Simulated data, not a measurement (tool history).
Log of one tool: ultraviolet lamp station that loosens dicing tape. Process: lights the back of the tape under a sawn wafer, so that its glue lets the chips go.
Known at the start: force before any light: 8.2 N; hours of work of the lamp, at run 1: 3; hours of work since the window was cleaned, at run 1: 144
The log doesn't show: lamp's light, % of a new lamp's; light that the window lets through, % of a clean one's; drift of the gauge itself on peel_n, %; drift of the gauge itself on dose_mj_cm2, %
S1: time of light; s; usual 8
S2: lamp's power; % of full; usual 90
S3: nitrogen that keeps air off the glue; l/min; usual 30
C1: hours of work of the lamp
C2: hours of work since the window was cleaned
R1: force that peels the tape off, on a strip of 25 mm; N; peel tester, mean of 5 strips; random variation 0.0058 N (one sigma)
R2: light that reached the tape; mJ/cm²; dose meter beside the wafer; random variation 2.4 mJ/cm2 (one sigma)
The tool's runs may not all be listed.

run	hour	S1	S2	S3	C1	C2	R1	R2
1	0	8	90	30	3	144	0.14	251
2	19.7	8	90	30	17	158	0.135	252
3	39	8	90	30	31	172	0.144	253
4	47.4	8	90	30	37	178	0.145	250
5	64.9	13	90	30	49	191	0.1	415
6	76.4	9	90	30	58	199	0.119	283
7	90	8	90	30	68	209	0.148	256
8	103.7	8	90	30	78	219	0.145	254
9	116.9	8	90	30	87	228	0.149	251
10	127.5	8	90	30	95	236	0.149	254
11	144	8	90	30	107	248	0.145	253
12	162.5	8	65	30	120	261	0.346	182
13	181.6	16	90	30	134	275	0.086	511
14	197.1	8	70	30	145	286	0.282	201
15	208.6	12	91	32	153	295	0.082	389
16	228.6	5	71	32	168	309	0.806	123
17	247.6	14	84	12	182	323	0.096	415
18	262.7	10	95	30	193	334	0.088	329
19	275.3	10	95	30	202	343	0.089	335
20	284.4	10	95	30	208	349	0.094	336
21	300.4	13	90	30	220	361	0.089	412
22	313.3	13	90	30	229	370	0.071	414
23	323.1	8	70	16	236	377	0.385	199
# hour 324.9: window cleaned of glue's vapour
24	342.9	7	70	16	250	13	0.574	176
25	357.8	7	70	16	261	24	0.541	174
26	367.7	7	70	16	268	31	0.559	174
27	385.4	11	90	30	281	44	0.095	346

Hidden state at the last listed run before each entry between runs and at the first one after, where it differs:
Between runs 23 and 24: window cleaned of glue's vapour (hour 324.9)
  no hidden state differs between the two runs
